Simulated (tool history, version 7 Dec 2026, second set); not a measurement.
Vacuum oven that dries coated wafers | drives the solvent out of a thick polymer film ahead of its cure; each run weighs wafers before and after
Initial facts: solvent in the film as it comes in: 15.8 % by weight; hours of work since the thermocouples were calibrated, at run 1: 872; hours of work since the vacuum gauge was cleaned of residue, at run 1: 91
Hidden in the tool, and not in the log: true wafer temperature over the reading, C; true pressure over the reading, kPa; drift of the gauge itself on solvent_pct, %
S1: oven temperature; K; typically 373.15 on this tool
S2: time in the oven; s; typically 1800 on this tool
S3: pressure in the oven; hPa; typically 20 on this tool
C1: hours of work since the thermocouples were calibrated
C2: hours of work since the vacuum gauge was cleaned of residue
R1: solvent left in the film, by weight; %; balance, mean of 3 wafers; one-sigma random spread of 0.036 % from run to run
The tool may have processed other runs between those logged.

run 1 day=0 | S1=373.15 S2=1800 S3=20 | C1=872 C2=91 | R1=2.94
run 2 day=0.471 | S1=373.15 S2=1260 S3=20 | C1=881 C2=100 | R1=3.67
run 3 day=1.004 | S1=373.15 S2=1260 S3=10.5 | C1=891 C2=110 | R1=2.67
run 4 day=1.467 | S1=373.15 S2=1800 S3=20 | C1=899 C2=118 | R1=2.88
run 5 day=2.029 | S1=373.15 S2=1080 S3=20 | C1=910 C2=129 | R1=4.12
run 6 day=2.521 | S1=373.15 S2=1680 S3=20 | C1=919 C2=138 | R1=2.97
run 7 day=3.067 | S1=373.15 S2=1800 S3=20 | C1=929 C2=148 | R1=2.98
run 8 day=3.538 | S1=373.15 S2=1800 S3=20 | C1=938 C2=157 | R1=2.97
run 9 day=4.108 | S1=373.15 S2=1800 S3=20 | C1=949 C2=168 | R1=2.89
run 10 day=4.542 | S1=373.15 S2=1800 S3=20 | C1=957 C2=176 | R1=2.86
run 11 day=4.938 | S1=373.15 S2=1680 S3=20 | C1=964 C2=183 | R1=3.02
run 12 day=5.25 | S1=373.15 S2=1680 S3=20 | C1=970 C2=189 | R1=3.03
run 13 day=5.65 | S1=373.15 S2=1800 S3=20 | C1=977 C2=197 | R1=2.93
run 14 day=6.021 | S1=373.15 S2=1800 S3=20 | C1=984 C2=204 | R1=2.91
run 15 day=6.308 | S1=373.15 S2=1800 S3=20 | C1=990 C2=209 | R1=2.94
run 16 day=6.746 | S1=373.15 S2=1860 S3=20 | C1=998 C2=217 | R1=2.9
-- day=6.862 oven's thermocouples calibrated
run 17 day=7.233 | S1=373.15 S2=1860 S3=20 | C1=7 C2=225 | R1=2.78
run 18 day=7.642 | S1=373.15 S2=1860 S3=20 | C1=15 C2=232 | R1=2.85
run 19 day=8.092 | S1=373.15 S2=1860 S3=20 | C1=23 C2=241 | R1=2.79
run 20 day=8.446 | S1=373.15 S2=1860 S3=20 | C1=30 C2=247 | R1=2.87
-- day=8.675 oven's thermocouples calibrated, once more
run 21 day=8.925 | S1=373.15 S2=1860 S3=20 | C1=5 C2=255 | R1=3.25
run 22 day=9.312 | S1=373.15 S2=1800 S3=20 | C1=12 C2=262 | R1=3.3
run 23 day=9.717 | S1=373.15 S2=1800 S3=27.2 | C1=19 C2=269 | R1=4.07
run 24 day=9.962 | S1=373.15 S2=2100 S3=27.2 | C1=24 C2=274 | R1=3.98
run 25 day=10.508 | S1=366.15 S2=1800 S3=20 | C1=34 C2=284 | R1=4.55
run 26 day=10.871 | S1=368.15 S2=2940 S3=16.9 | C1=41 C2=291 | R1=2.99
run 27 day=11.117 | S1=368.15 S2=2940 S3=16.9 | C1=46 C2=296 | R1=2.99
run 28 day=11.479 | S1=375.15 S2=2700 S3=16.9 | C1=52 C2=302 | R1=2.16
run 29 day=12.058 | S1=375.15 S2=2700 S3=16.9 | C1=63 C2=313 | R1=2.22
run 30 day=12.567 | S1=375.15 S2=2700 S3=16.9 | C1=73 C2=323 | R1=2.19
run 31 day=13.125 | S1=380.15 S2=1800 S3=20 | C1=83 C2=333 | R1=2.26
run 32 day=13.533 | S1=380.15 S2=1800 S3=20 | C1=91 C2=341 | R1=2.3
run 33 day=14.129 | S1=387.15 S2=3180 S3=12.4 | C1=102 C2=352 | R1=1.08
run 34 day=14.604 | S1=360.15 S2=1920 S3=12.4 | C1=111 C2=361 | R1=4.52
run 35 day=15.054 | S1=360.15 S2=1920 S3=12.4 | C1=119 C2=369 | R1=4.47
run 36 day=15.471 | S1=383.15 S2=1320 S3=20 | C1=127 C2=377 | R1=2.35
run 37 day=15.992 | S1=383.15 S2=1320 S3=20 | C1=137 C2=387 | R1=2.3
run 38 day=16.338 | S1=376.15 S2=1560 S3=28.3 | C1=143 C2=393 | R1=3.93
run 39 day=16.746 | S1=376.15 S2=1560 S3=28.3 | C1=151 C2=401 | R1=3.93
run 40 day=17.179 | S1=376.15 S2=1560 S3=55.5 | C1=159 C2=409 | R1=6.95
run 41 day=17.658 | S1=376.15 S2=1560 S3=55.5 | C1=168 C2=418 | R1=6.93
run 42 day=18.246 | S1=373.15 S2=1020 S3=19.1 | C1=179 C2=429 | R1=4.58
run 43 day=18.521 | S1=375.15 S2=1800 S3=20 | C1=184 C2=434 | R1=2.92
run 44 day=19.029 | S1=375.15 S2=1560 S3=20 | C1=193 C2=443 | R1=3.17
run 45 day=19.354 | S1=361.15 S2=1800 S3=25.2 | C1=199 C2=449 | R1=6.74
run 46 day=19.596 | S1=361.15 S2=1800 S3=20 | C1=204 C2=454 | R1=5.79
run 47 day=20.088 | S1=383.15 S2=900 S3=20.4 | C1=213 C2=463 | R1=3.22

Below are 3 alternative next runs, each starting from the tool's condition after run 47. Predict each:
run A day=20.421 | S1=380.15 S2=1080 S3=10.1 | C1=219 C2=469 | R1=?
run B day=20.421 | S1=376.15 S2=1140 S3=20 | C1=219 C2=469 | R1=?
run C day=20.421 | S1=371.15 S2=960 S3=78.7 | C1=219 C2=469 | R1=?

run=A R1=2.25
run=B R1=3.69
run=C R1=11.87
With no hidden state in the tool, these same runs would have given:
run=A R1=2.14
run=B R1=3.58
run=C R1=11.79
